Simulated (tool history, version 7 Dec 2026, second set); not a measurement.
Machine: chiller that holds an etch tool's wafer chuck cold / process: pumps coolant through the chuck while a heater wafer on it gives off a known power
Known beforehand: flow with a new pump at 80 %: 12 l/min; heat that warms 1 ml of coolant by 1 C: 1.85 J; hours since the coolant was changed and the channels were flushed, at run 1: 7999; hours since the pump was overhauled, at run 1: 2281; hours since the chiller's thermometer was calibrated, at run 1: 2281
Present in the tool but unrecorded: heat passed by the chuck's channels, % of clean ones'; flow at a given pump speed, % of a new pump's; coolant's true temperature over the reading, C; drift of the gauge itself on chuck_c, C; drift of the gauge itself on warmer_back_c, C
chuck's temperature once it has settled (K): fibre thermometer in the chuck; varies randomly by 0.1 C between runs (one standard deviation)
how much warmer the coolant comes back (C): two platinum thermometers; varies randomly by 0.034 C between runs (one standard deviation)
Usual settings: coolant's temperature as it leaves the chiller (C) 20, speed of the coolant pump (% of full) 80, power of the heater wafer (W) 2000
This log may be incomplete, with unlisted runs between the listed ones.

run      day  coolant's temperature as it leaves the chiller (C)  speed of the coolant pump (% of full)  power of the heater wafer (W)  hours since the coolant was changed and the channels were flushed  hours since the pump was overhauled  hours since the chiller's thermometer was calibrated  chuck's temperature once it has settled (K)  how much warmer the coolant comes back (C)
  1    0.000                                                  20                                     80                           2000                                                               7999                                 2281                                                  2281                                       311.15                                        5.49
  2    6.496                                                  20                                     80                           2000                                                               8155                                 2436                                                  2436                                       311.05                                        5.54
       7.038  -- chiller's thermometer calibrated
  3   10.550                                                  20                                     80                           2000                                                               8251                                 2533                                                    84                                       311.25                                        5.50
  4   15.825                                                  20                                     80                           2000                                                               8378                                 2659                                                   211                                       311.45                                        5.53
  5   21.121                                                  20                                     80                           2000                                                               8505                                 2786                                                   338                                       311.55                                        5.54
  6   24.788                                                  20                                     80                           2000                                                               8593                                 2874                                                   426                                       311.35                                        5.56
  7   30.383                                                  20                                     80                           2000                                                               8727                                 3009                                                   560                                       311.35                                        5.62
  8   34.817                                                  20                                     80                           2000                                                               8834                                 3115                                                   667                                       311.45                                        5.56
  9   42.633                                                  20                                     80                           2000                                                               9021                                 3303                                                   854                                       311.55                                        5.55
 10   51.129                                                  10                                     80                           2000                                                               9225                                 3507                                                  1058                                       301.65                                        5.67
      56.662  -- coolant changed, channels flushed
 11   58.546                                                  16                                     80                           2000                                                                 45                                 3679                                                  1230                                       306.25                                        5.71
 12   64.433                                                  20                                     73                           2000                                                                186                                 3820                                                  1371                                       311.95                                        6.25
 13   68.212                                                  20                                     80                           1388                                                                277                                 3911                                                  1462                                       305.15                                        3.92
 14   72.483                                                  20                                     80                           1388                                                                380                                 4013                                                  1565                                       305.05                                        3.96
 15   80.271                                                  20                                     80                           1388                                                                567                                 4200                                                  1752                                       305.15                                        3.96
 16   86.579                                                  20                                     80                           1388                                                                718                                 4351                                                  1903                                       305.15                                        3.94
 17   95.096                                                  11                                     62                           1889                                                                922                                 4556                                                  2107                                       305.25                                        7.01
 18  102.808                                                  11                                     81                           1343                                                               1107                                 4741                                                  2292                                       295.75                                        3.75
     109.079  -- chiller's thermometer calibrated
 19  110.471                                                  18                                     68                           1778                                                               1290                                 4924                                                    33                                       309.45                                        6.07
 20  115.062                                                  20                                     80                           2731                                                               1401                                 5034                                                   144                                       317.25                                        7.88
 21  119.783                                                  22                                     95                           1327                                                               1514                                 5147                                                   257                                       305.05                                        3.20
 22  127.442                                                  20                                     79                           1497                                                               1698                                 5331                                                   441                                       306.85                                        4.39
     128.129  -- coolant pump overhauled
 23  134.479                                                  20                                     79                           1497                                                               1862                                  152                                                   605                                       307.35                                        4.57
 24  138.342                                                  13                                     79                           1497                                                               1954                                  245                                                   697                                       300.05                                        4.62
     144.446  -- coolant pump overhauled, once more
 25  145.992                                                  25                                     70                           1924                                                               2133                                   37                                                   876                                       316.55                                        6.01
 26  152.088                                                  25                                     90                           1616                                                               2279                                  183                                                  1022                                       310.25                                        3.87
 27  159.971                                                  22                                     82                           1616                                                               2468                                  373                                                  1211                                       308.55                                        4.27
 28  163.571                                                  22                                     82                           1616                                                               2555                                  459                                                  1298                                       308.55                                        4.29
 29  170.704                                                  19                                     80                           2000                                                               2726                                  630                                                  1469                                       309.25                                        5.39
 30  177.042                                                  20                                     65                           1272                                                               2878                                  782                                                  1621                                       306.35                                        4.32
 31  181.562                                                  20                                     65                           1272                                                               2987                                  891                                                  1730                                       306.45                                        4.31

Pick out some run-to-run changes in chuck's temperature once it has settled (K). Of each, how much would a tool without hidden state show as well, from the settings, what came in and chance, and how much is left for the hidden state and any gauge scatter not in both results compared?
Run 10 -> 11: coolant's temperature as it leaves the chiller (C) 10 -> 16, coolant changed, channels flushed. chuck's temperature once it has settled (K) +4.60: hidden state -1.30, all else +5.90.
Run 18 -> 19: coolant's temperature as it leaves the chiller (C) 11 -> 18, speed of the coolant pump (% of full) 81 -> 68, power of the heater wafer (W) 1343 -> 1778, chiller's thermometer calibrated. chuck's temperature once it has settled (K) +13.70: hidden state +0.60, all else +13.10.
Run 20 -> 21: coolant's temperature as it leaves the chiller (C) 20 -> 22, speed of the coolant pump (% of full) 80 -> 95, power of the heater wafer (W) 2731 -> 1327. chuck's temperature once it has settled (K) -12.20: hidden state -0.90, all else -11.30.
Run 24 -> 25: coolant's temperature as it leaves the chiller (C) 13 -> 25, speed of the coolant pump (% of full) 79 -> 70, power of the heater wafer (W) 1497 -> 1924, coolant pump overhauled, once more. chuck's temperature once it has settled (K) +16.50: hidden state -1.30, all else +17.80.
